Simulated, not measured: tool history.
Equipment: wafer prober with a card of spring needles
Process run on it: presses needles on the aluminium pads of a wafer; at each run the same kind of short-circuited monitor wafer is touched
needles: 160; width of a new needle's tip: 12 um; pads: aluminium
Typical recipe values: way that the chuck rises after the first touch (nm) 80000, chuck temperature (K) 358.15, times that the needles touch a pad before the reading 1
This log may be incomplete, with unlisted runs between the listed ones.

run	hour	way that the chuck rises after the first touch (nm)	chuck temperature (K)	times that the needles touch a pad before the reading	resistance of one needle with its contact and lead (mohm)	way that a needle slides on the pad (nm)
1	0.0	80000	358.15	1	241	19480
2	6.4	80000	358.15	1	243	19480
3	12.4	80000	358.15	1	263	19410
4	20.4	80000	358.15	1	255	19400
5	24.6	80000	358.15	1	255	19370
6	29.7	80000	358.15	1	258	19380
7	38.2	80000	358.15	1	254	19380
8	47.8	80000	358.15	2	215	19360
9	52.2	80000	358.15	1	228	19400
10	56.5	80000	358.15	1	235	19380
11	63.8	80000	358.15	1	215	19360
12	72.1	80000	358.15	2	217	19330
13	78.2	80000	358.15	2	222	19320
14	85.8	80000	358.15	2	230	19350
15	93.4	80000	396.15	1	251	19350
16	99.4	80000	396.15	1	231	19340
17	104.3	80000	358.15	1	228	19330
18	108.7	89000	300.15	1	221	21560
19	113.4	81000	303.15	1	221	19580
20	122.5	70000	329.15	1	240	16900
21	129.3	70000	329.15	1	214	16850
22	133.7	70000	351.15	1	222	16850
23	139.2	81000	298.15	1	216	19550
24	144.2	92000	298.15	2	214	22210
25	152.2	80000	358.15	2	230	19290
26	158.2	80000	358.15	1	244	19590
27	166.3	70000	305.15	2	208	17130
28	172.4	70000	305.15	2	213	17120
29	179.9	77000	350.15	1	236	18830
30	187.3	80000	337.15	2	220	19580
31	191.8	80000	337.15	2	206	19530
32	197.0	88000	309.15	1	211	21500
33	206.4	80000	339.15	1	235	19550

Removed from this log: 8 entries logged between the listed runs. Between which two listed runs does each belong, and how does the tool's hidden state at the listed run before it compare with that at the listed run after it?
Between runs 2 and 3: tips cleaned on abrasive film (hour 8.5)
  debris on the tips, nm: 150.2 -> 214.6; way that the needles fall short of the set height, um: 0.55 -> 0.82; tips' diameter, um: 12.19 -> 12.27
  the result without the hidden state subtracted from the measured one, resistance of one needle with its contact and lead (mohm): +34 -> +48; way that a needle slides on the pad (nm): -140 -> -200
Between runs 7 and 8: tips cleaned on abrasive film (hour 40.7)
  debris on the tips, nm: 196.1 -> 65.7; way that the needles fall short of the set height, um: 0.82 -> 0.92; tips' diameter, um: 12.27 -> 12.31
  the result without the hidden state subtracted from the measured one, resistance of one needle with its contact and lead (mohm): +43 -> +8; way that a needle slides on the pad (nm): -200 -> -220
Between runs 10 and 11: tips cleaned on abrasive film, once more (hour 62.5)
  debris on the tips, nm: 108.5 -> 19.7; way that the needles fall short of the set height, um: 0.92 -> 1.02; tips' diameter, um: 12.31 -> 12.34
  the result without the hidden state subtracted from the measured one, resistance of one needle with its contact and lead (mohm): +23 -> +4; way that a needle slides on the pad (nm): -230 -> -250
Between runs 15 and 16: tips cleaned on abrasive film (hour 94.7)
  debris on the tips, nm: 153.4 -> 47.4; way that the needles fall short of the set height, um: 1.02 -> 1.1; tips' diameter, um: 12.34 -> 12.37
  the result without the hidden state subtracted from the measured one, resistance of one needle with its contact and lead (mohm): +33 -> +10; way that a needle slides on the pad (nm): -250 -> -270
Between runs 20 and 21: tips cleaned on abrasive film (hour 126.9)
  debris on the tips, nm: 146.2 -> 32; way that the needles fall short of the set height, um: 1.1 -> 1.17; tips' diameter, um: 12.37 -> 12.39
  the result without the hidden state subtracted from the measured one, resistance of one needle with its contact and lead (mohm): +36 -> +8; way that a needle slides on the pad (nm): -270 -> -290
Between runs 25 and 26: height of the first contact set anew (hour 152.9)
  debris on the tips, nm: 140.2 -> 152.6; way that the needles fall short of the set height, um: 1.17 -> 0
  the result without the hidden state subtracted from the measured one, resistance of one needle with its contact and lead (mohm): +18 -> +33; way that a needle slides on the pad (nm): -290 -> +0
Between runs 26 and 27: tips cleaned on abrasive film (hour 159.7)
  debris on the tips, nm: 152.6 -> 66.2; way that the needles fall short of the set height, um: 0 -> 0.11; tips' diameter, um: 12.39 -> 12.43
  the result without the hidden state subtracted from the measured one, resistance of one needle with its contact and lead (mohm): +33 -> +10; way that a needle slides on the pad (nm): +0 -> -30
Between runs 30 and 31: tips cleaned on abrasive film (hour 191.8)
  debris on the tips, nm: 148.4 -> 15; way that the needles fall short of the set height, um: 0.11 -> 0.22; tips' diameter, um: 12.43 -> 12.47
  the result without the hidden state subtracted from the measured one, resistance of one needle with its contact and lead (mohm): +19 -> +2; way that a needle slides on the pad (nm): -20 -> -50
